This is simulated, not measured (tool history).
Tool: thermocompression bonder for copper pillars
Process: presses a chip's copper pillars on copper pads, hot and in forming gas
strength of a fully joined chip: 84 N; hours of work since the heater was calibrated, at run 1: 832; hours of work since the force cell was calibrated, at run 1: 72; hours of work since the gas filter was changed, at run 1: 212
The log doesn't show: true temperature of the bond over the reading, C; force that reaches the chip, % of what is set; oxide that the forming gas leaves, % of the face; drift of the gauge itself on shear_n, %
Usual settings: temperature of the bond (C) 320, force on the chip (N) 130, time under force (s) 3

run,hour,temperature of the bond (C),force on the chip (N),time under force (s),hours of work since the heater was calibrated,hours of work since the force cell was calibrated,hours of work since the gas filter was changed,force that shears a chip off (N)
1,0,320,130,3,832,72,212,33.1
2,15.5,320,126,3,839,78,219,33.2
3,32.5,320,126,3,846,86,226,34.1
4,47.2,320,130,3,853,92,233,33.3
5,59.4,320,130,3,858,98,238,34.3
6,74.5,320,130,3,865,105,245,33.3
7,91.1,320,130,3,872,112,252,33.7
8,105.2,331,127,7,878,118,258,48.4
9,123.4,322,170,6,886,126,266,47
10,131.1,350,125,2,890,130,270,37.4
# hour 133.4: force cell calibrated
11,142,344,135,3,894,4,274,42.3
# hour 157.4: forming gas filter changed
12,158.2,311,130,2,901,11,0,26.9
# hour 168.4: force cell calibrated, once more
13,175.2,322,117,3,908,3,7,36.1
14,183,321,163,3,911,6,11,41

Forecast each of these 3 alternatives for the next run:
A,201.3,291,162,7,919,15,19,?
B,201.3,320,130,6,919,15,19,?
C,201.3,349,155,3,919,15,19,?

run,force that shears a chip off (N)
A,38.2
B,45.9
C,53
Without the tool's hidden state the same runs would have given:
run,force that shears a chip off (N)
A,36.7
B,44.4
C,51.7
